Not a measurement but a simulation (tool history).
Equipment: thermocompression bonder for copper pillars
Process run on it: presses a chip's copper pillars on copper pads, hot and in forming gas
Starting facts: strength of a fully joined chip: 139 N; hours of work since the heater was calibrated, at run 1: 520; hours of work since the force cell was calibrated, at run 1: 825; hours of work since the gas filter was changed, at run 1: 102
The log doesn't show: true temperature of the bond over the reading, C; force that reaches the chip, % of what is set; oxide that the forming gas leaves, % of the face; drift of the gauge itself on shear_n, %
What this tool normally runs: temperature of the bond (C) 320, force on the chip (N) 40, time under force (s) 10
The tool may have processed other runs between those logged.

run,hour,temperature of the bond (C),force on the chip (N),time under force (s),hours of work since the heater was calibrated,hours of work since the force cell was calibrated,hours of work since the gas filter was changed,force that shears a chip off (N)
1,0.0,320,40,10,520,825,102,77.0
2,14.2,320,40,10,531,836,113,76.9
3,21.7,320,40,10,536,841,118,78.7
4,38.1,320,40,10,549,853,131,78.4
5,47.0,320,56,10,555,860,137,97.9
6,60.9,320,43,10,565,870,147,82.5
7,70.6,320,43,10,573,877,155,81.1
8,77.9,320,43,10,578,883,160,81.0
9,94.5,316,56,6,590,895,172,83.0
10,112.2,316,51,6,603,908,185,77.0
11,122.4,316,51,6,611,916,193,76.4
12,129.8,332,40,22,616,921,198,101.7

What if the next run were any one of these 4? Each begins from the tool's condition after run 12:
A,144.8,306,40,22,628,932,210,?
B,144.8,332,40,28,628,932,210,?
C,144.8,332,40,10,628,932,210,?
D,144.8,332,39,22,628,932,210,?

run,force that shears a chip off (N)
A,89.2
B,105.4
C,81.7
D,99.5
Had the tool no hidden state, the same runs would have come out as:
run,force that shears a chip off (N)
A,92.6
B,109.6
C,84.5
D,103.2
